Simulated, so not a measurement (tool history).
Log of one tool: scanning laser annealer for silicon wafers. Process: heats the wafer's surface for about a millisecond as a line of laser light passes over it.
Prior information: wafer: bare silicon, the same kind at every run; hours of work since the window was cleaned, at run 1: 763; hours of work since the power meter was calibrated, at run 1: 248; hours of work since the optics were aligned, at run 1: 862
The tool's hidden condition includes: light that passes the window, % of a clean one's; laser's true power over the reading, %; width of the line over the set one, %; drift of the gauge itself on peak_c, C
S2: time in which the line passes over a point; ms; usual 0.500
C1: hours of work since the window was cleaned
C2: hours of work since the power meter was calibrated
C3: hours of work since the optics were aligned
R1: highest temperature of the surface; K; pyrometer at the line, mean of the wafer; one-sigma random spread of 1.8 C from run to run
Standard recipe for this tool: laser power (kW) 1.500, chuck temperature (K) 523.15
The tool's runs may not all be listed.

Run 1, hour 0.0: usual settings; C1 763; C2 248; C3 862. Result: R1 1314.15 K.
Run 2, hour 14.1: usual settings; C1 771; C2 256; C3 870. Result: R1 1312.15 K.
Run 3, hour 30.4: usual settings but chuck temperature (K) 543.15; C1 780; C2 264; C3 878. Result: R1 1334.15 K.
Run 4, hour 44.4: usual settings; C1 787; C2 272; C3 886. Result: R1 1312.15 K.
Run 5, hour 65.9: usual settings but chuck temperature (K) 540.15; C1 798; C2 283; C3 897. Result: R1 1330.15 K.
Run 6, hour 87.1: usual settings but chuck temperature (K) 540.15; C1 809; C2 294; C3 908. Result: R1 1329.15 K.
Run 7, hour 103.0: usual settings but chuck temperature (K) 540.15; C1 818; C2 303; C3 917. Result: R1 1327.15 K.
Run 8, hour 125.4: usual settings but chuck temperature (K) 540.15; C1 830; C2 314; C3 928. Result: R1 1326.15 K.
Run 9, hour 136.3: usual settings but laser power (kW) 1.421; C1 835; C2 320; C3 934. Result: R1 1264.15 K.
Run 10, hour 155.4: usual settings but laser power (kW) 1.421; C1 846; C2 330; C3 944. Result: R1 1265.15 K.
Run 11, hour 174.9: usual settings but chuck temperature (K) 537.15; C1 856; C2 340; C3 955. Result: R1 1325.15 K.
At hour 190.6: optics aligned, line set to its width.
Run 12, hour 198.7: usual settings but chuck temperature (K) 537.15; C1 866; C2 350; C3 4. Result: R1 1335.15 K.
Run 13, hour 218.7: usual settings but chuck temperature (K) 537.15; C1 876; C2 361; C3 15. Result: R1 1331.15 K.
Run 14, hour 234.8: usual settings but chuck temperature (K) 537.15; C1 885; C2 369; C3 23. Result: R1 1330.15 K.
Run 15, hour 253.9: usual settings but chuck temperature (K) 537.15; C1 895; C2 380; C3 33. Result: R1 1329.15 K.
Run 16, hour 274.8: usual settings but laser power (kW) 1.456; C1 906; C2 391; C3 45. Result: R1 1286.15 K.
Run 17, hour 292.0: usual settings but laser power (kW) 1.456; C1 915; C2 400; C3 54. Result: R1 1291.15 K.
Run 18, hour 309.1: usual settings but laser power (kW) 1.456; C1 924; C2 409; C3 63. Result: R1 1290.15 K.
Run 19, hour 324.0: usual settings but laser power (kW) 1.456; C1 932; C2 417; C3 70. Result: R1 1287.15 K.
Run 20, hour 340.4: usual settings but laser power (kW) 1.456, S2 0.512 ms, chuck temperature (K) 548.15; C1 941; C2 425; C3 79. Result: R1 1321.15 K.
Run 21, hour 357.8: usual settings but laser power (kW) 1.456, S2 0.367 ms, chuck temperature (K) 528.15; C1 950; C2 434; C3 88. Result: R1 1163.15 K.
Run 22, hour 372.3: usual settings but laser power (kW) 1.456, S2 0.367 ms, chuck temperature (K) 528.15; C1 957; C2 442; C3 96. Result: R1 1161.15 K.
Run 23, hour 383.6: usual settings but chuck temperature (K) 509.15; C1 963; C2 448; C3 102. Result: R1 1297.15 K.
Run 24, hour 402.6: usual settings but laser power (kW) 1.452, chuck temperature (K) 524.15; C1 974; C2 458; C3 112. Result: R1 1282.15 K.
Run 25, hour 412.2: usual settings but laser power (kW) 1.452, S2 0.465 ms, chuck temperature (K) 524.15; C1 979; C2 463; C3 117. Result: R1 1252.15 K.
Run 26, hour 431.6: usual settings but laser power (kW) 1.452, S2 0.465 ms, chuck temperature (K) 524.15; C1 989; C2 473; C3 127. Result: R1 1251.15 K.
At hour 444.9: window over the wafer cleaned.
Run 27, hour 452.8: usual settings but S2 0.462 ms, chuck temperature (K) 504.15; C1 4; C2 484; C3 137. Result: R1 1283.15 K.
Run 28, hour 470.0: usual settings but S2 0.462 ms, chuck temperature (K) 504.15; C1 13; C2 493; C3 147. Result: R1 1283.15 K.
Run 29, hour 480.0: usual settings but laser power (kW) 1.391, chuck temperature (K) 519.15; C1 19; C2 498; C3 152. Result: R1 1268.15 K.
Run 30, hour 500.8: usual settings but laser power (kW) 1.391, chuck temperature (K) 519.15; C1 30; C2 509; C3 163. Result: R1 1268.15 K.
Run 31, hour 520.4: usual settings but laser power (kW) 1.591, S2 0.557 ms; C1 40; C2 519; C3 173. Result: R1 1446.15 K.
Run 32, hour 534.9: usual settings but chuck temperature (K) 524.15; C1 48; C2 527; C3 181. Result: R1 1336.15 K.
Run 33, hour 555.4: usual settings but chuck temperature (K) 524.15; C1 58; C2 538; C3 192. Result: R1 1336.15 K.
Run 34, hour 567.8: usual settings but chuck temperature (K) 524.15; C1 65; C2 544; C3 198. Result: R1 1336.15 K.
Run 35, hour 579.5: usual settings but chuck temperature (K) 524.15; C1 71; C2 551; C3 204. Result: R1 1337.15 K.
Run 36, hour 599.6: usual settings but chuck temperature (K) 524.15; C1 82; C2 561; C3 215. Result: R1 1336.15 K.
Run 37, hour 612.9: usual settings but chuck temperature (K) 524.15; C1 89; C2 568; C3 222. Result: R1 1335.15 K.

For some of the steps in R1 from one run to the next: how much would appear even if the tool had no hidden state, given the settings, what came in and random variation, and how much remains for the hidden state plus any gauge scatter that the measured result and the result without hidden state don't share?
Run 11 -> 12: optics aligned, line set to its width. R1 +10.00 K: hidden state +7.00, all else +3.00.
Run 20 -> 21: S2 0.512 -> 0.367, chuck temperature (K) 548.15 -> 528.15. R1 -158.00 K: hidden state +6.00, all else -164.00.
Run 22 -> 23: laser power (kW) 1.456 -> 1.500, S2 0.367 -> 0.500, chuck temperature (K) 528.15 -> 509.15. R1 +136.00 K: hidden state -7.00, all else +143.00.
Run 26 -> 27: laser power (kW) 1.452 -> 1.500, S2 0.465 -> 0.462, chuck temperature (K) 524.15 -> 504.15, window over the wafer cleaned. R1 +32.00 K: hidden state +26.00, all else +6.00.
Run 30 -> 31: laser power (kW) 1.391 -> 1.591, S2 0.500 -> 0.557, chuck temperature (K) 519.15 -> 523.15. R1 +178.00 K: hidden state -3.00, all else +181.00.

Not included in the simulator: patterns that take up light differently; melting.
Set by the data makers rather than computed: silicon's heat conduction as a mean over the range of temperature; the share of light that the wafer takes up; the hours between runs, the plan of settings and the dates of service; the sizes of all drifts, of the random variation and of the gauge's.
